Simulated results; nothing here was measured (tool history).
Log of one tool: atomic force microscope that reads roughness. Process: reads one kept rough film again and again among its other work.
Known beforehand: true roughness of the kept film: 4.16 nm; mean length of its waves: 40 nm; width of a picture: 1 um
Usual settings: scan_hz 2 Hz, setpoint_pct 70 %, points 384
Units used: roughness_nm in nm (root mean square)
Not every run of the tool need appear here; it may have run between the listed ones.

{"run": 1, "hour": 0.0, "scan_hz": 2, "setpoint_pct": 70, "points": 384, "roughness_nm": 3.356}
{"run": 2, "hour": 53.0, "scan_hz": 2, "setpoint_pct": 70, "points": 384, "roughness_nm": 3.131}
{"hour": 85.6, "done": "new tip fitted"}
{"run": 3, "hour": 121.6, "scan_hz": 2, "setpoint_pct": 70, "points": 384, "roughness_nm": 3.408}
{"run": 4, "hour": 179.0, "scan_hz": 2, "setpoint_pct": 70, "points": 384, "roughness_nm": 3.167}
{"hour": 200.7, "done": "new tip fitted"}
{"run": 5, "hour": 212.9, "scan_hz": 2, "setpoint_pct": 70, "points": 384, "roughness_nm": 3.481}
{"run": 6, "hour": 263.2, "scan_hz": 2, "setpoint_pct": 70, "points": 384, "roughness_nm": 3.248}
{"run": 7, "hour": 308.4, "scan_hz": 2, "setpoint_pct": 67, "points": 384, "roughness_nm": 3.084}
{"hour": 315.6, "done": "new tip fitted"}
{"run": 8, "hour": 345.0, "scan_hz": 0.51, "setpoint_pct": 70, "points": 384, "roughness_nm": 3.582}
{"run": 9, "hour": 419.4, "scan_hz": 0.51, "setpoint_pct": 70, "points": 384, "roughness_nm": 3.25}
{"hour": 430.7, "done": "new tip fitted"}
{"run": 10, "hour": 488.2, "scan_hz": 2, "setpoint_pct": 70, "points": 384, "roughness_nm": 3.28}
{"run": 11, "hour": 537.9, "scan_hz": 2, "setpoint_pct": 70, "points": 384, "roughness_nm": 3.068}
{"hour": 543.8, "done": "new tip fitted"}
{"run": 12, "hour": 585.7, "scan_hz": 2, "setpoint_pct": 85, "points": 384, "roughness_nm": 3.048}
{"hour": 655.2, "done": "new tip fitted"}
{"run": 13, "hour": 663.3, "scan_hz": 2, "setpoint_pct": 85, "points": 384, "roughness_nm": 3.267}
{"run": 14, "hour": 740.5, "scan_hz": 2, "setpoint_pct": 70, "points": 384, "roughness_nm": 3.131}
{"hour": 766.7, "done": "new tip fitted"}
{"run": 15, "hour": 785.5, "scan_hz": 2, "setpoint_pct": 70, "points": 384, "roughness_nm": 3.437}
{"run": 16, "hour": 852.3, "scan_hz": 2, "setpoint_pct": 70, "points": 384, "roughness_nm": 3.094}
{"hour": 878.8, "done": "new tip fitted"}
{"run": 17, "hour": 928.9, "scan_hz": 2, "setpoint_pct": 70, "points": 662, "roughness_nm": 3.28}
{"run": 18, "hour": 975.8, "scan_hz": 1.68, "setpoint_pct": 70, "points": 662, "roughness_nm": 3.143}
{"hour": 990.0, "done": "new tip fitted"}
{"run": 19, "hour": 1013.2, "scan_hz": 1.68, "setpoint_pct": 70, "points": 662, "roughness_nm": 3.489}
{"run": 20, "hour": 1074.7, "scan_hz": 2, "setpoint_pct": 70, "points": 384, "roughness_nm": 3.15}
{"hour": 1103.3, "done": "new tip fitted"}
{"run": 21, "hour": 1111.5, "scan_hz": 2, "setpoint_pct": 65, "points": 384, "roughness_nm": 3.56}
{"run": 22, "hour": 1182.3, "scan_hz": 2.08, "setpoint_pct": 65, "points": 384, "roughness_nm": 3.24}
{"hour": 1203.9, "done": "height scale calibrated on a step standard"}
{"hour": 1218.2, "done": "new tip fitted"}
{"run": 23, "hour": 1256.8, "scan_hz": 2.08, "setpoint_pct": 81, "points": 384, "roughness_nm": 3.195}
{"run": 24, "hour": 1291.5, "scan_hz": 2, "setpoint_pct": 70, "points": 384, "roughness_nm": 3.265}
{"hour": 1329.6, "done": "new tip fitted"}
{"run": 25, "hour": 1343.2, "scan_hz": 2, "setpoint_pct": 70, "points": 384, "roughness_nm": 3.554}
{"run": 26, "hour": 1405.8, "scan_hz": 1.23, "setpoint_pct": 66, "points": 950, "roughness_nm": 3.396}
{"hour": 1440.7, "done": "new tip fitted"}
{"run": 27, "hour": 1476.8, "scan_hz": 1.9, "setpoint_pct": 85, "points": 384, "roughness_nm": 3.177}
{"run": 28, "hour": 1538.7, "scan_hz": 1.9, "setpoint_pct": 74, "points": 702, "roughness_nm": 3.135}
{"hour": 1558.1, "done": "new tip fitted"}
{"run": 29, "hour": 1585.3, "scan_hz": 1.67, "setpoint_pct": 75, "points": 705, "roughness_nm": 3.448}
{"run": 30, "hour": 1641.6, "scan_hz": 1.67, "setpoint_pct": 75, "points": 705, "roughness_nm": 3.152}
{"hour": 1669.8, "done": "new tip fitted"}
{"run": 31, "hour": 1698.0, "scan_hz": 2, "setpoint_pct": 60, "points": 952, "roughness_nm": 3.622}
{"run": 32, "hour": 1767.8, "scan_hz": 2, "setpoint_pct": 60, "points": 952, "roughness_nm": 3.282}
{"hour": 1782.4, "done": "new tip fitted"}
{"run": 33, "hour": 1844.9, "scan_hz": 2, "setpoint_pct": 60, "points": 952, "roughness_nm": 3.425}
{"hour": 1894.6, "done": "new tip fitted"}
{"run": 34, "hour": 1922.5, "scan_hz": 2, "setpoint_pct": 63, "points": 409, "roughness_nm": 3.503}
{"run": 35, "hour": 1986.9, "scan_hz": 0.95, "setpoint_pct": 70, "points": 288, "roughness_nm": 3.264}

Expected results for the next run?
{"hour": 2006.5, "done": "new tip fitted"}
{"run": 36, "hour": 2019.3, "scan_hz": 0.95, "setpoint_pct": 70, "points": 288, "roughness_nm": "?"}

{"run 36": {"roughness_nm": 3.658}}
On a tool with no hidden condition, and with the same random variation, this run would have come out at roughness_nm 3.77 nm (root mean square).

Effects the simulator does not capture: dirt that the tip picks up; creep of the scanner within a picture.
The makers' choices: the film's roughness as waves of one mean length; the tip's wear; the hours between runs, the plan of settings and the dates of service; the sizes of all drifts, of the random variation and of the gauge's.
